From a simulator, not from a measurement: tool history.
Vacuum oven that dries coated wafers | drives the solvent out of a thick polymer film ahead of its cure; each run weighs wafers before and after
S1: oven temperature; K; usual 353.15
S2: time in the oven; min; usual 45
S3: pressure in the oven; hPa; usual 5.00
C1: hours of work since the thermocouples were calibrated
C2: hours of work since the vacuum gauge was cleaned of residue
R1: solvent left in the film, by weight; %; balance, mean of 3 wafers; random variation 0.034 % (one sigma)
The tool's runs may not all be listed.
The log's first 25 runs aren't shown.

run,hour,S1,S2,S3,C1,C2,R1
26,1203.1,351.15,62,3.10,258,657,0.26
27,1259.9,360.15,57,3.75,286,686,0.11
28,1295.7,360.15,57,3.75,305,704,0.04
29,1360.8,343.15,45,8.60,337,737,2.58
30,1400.6,343.15,42,2.67,357,757,2.67
31,1463.1,364.15,75,3.18,389,788,0.03
32,1508.0,353.15,27,3.77,411,811,1.59
33,1544.7,353.15,73,4.11,430,829,0.17

5 ways to go on from here, each from the tool as it stands after run 33. What would each give?
A,1602.4,360.15,40,5.09,459,858,?
B,1602.4,360.15,28,6.31,459,858,?
C,1602.4,353.15,58,5.00,459,858,?
D,1602.4,364.15,40,12.41,459,858,?
E,1602.4,363.15,53,17.49,459,858,?

run,R1
A,0.19
B,0.50
C,0.27
D,0.22
E,0.34
Without the tool's hidden state the same runs would have given:
run,R1
A,0.19
B,0.50
C,0.26
D,0.22
E,0.34
